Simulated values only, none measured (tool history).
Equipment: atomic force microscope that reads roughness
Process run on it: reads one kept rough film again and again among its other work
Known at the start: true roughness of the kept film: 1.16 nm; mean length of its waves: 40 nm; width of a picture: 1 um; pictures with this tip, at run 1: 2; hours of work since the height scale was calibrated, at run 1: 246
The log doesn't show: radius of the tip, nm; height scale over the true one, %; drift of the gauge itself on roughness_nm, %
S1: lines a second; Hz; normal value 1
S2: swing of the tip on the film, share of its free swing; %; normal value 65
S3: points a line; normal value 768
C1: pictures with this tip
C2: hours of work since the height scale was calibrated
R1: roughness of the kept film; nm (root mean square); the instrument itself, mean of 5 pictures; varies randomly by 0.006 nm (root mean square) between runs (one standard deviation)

run    day    S1  S2   S3  C1   C2     R1
  1      0     1  65  768   2  246  1.108
  2  0.862     1  67  768  15  255  1.103
  3  1.596     1  67  768  27  262  1.096
  4  2.542     1  67  768  41  271  1.102
  5  3.038  1.74  65  768  49  276   1.08
  6  3.558  0.51  80  535  57  281  1.101
  7   4.25  1.32  75  490  68  288  1.052
  8   4.85  1.01  85  490  78  294  1.048

The next listed run, before its measurement:
  9  5.267  1.01  85  490  84  299   ?

R1: 1.04 nm (root mean square)
Take away the tool's hidden state, keep the run-to-run variation as it was, and the same run would have given R1 1.071 nm (root mean square).
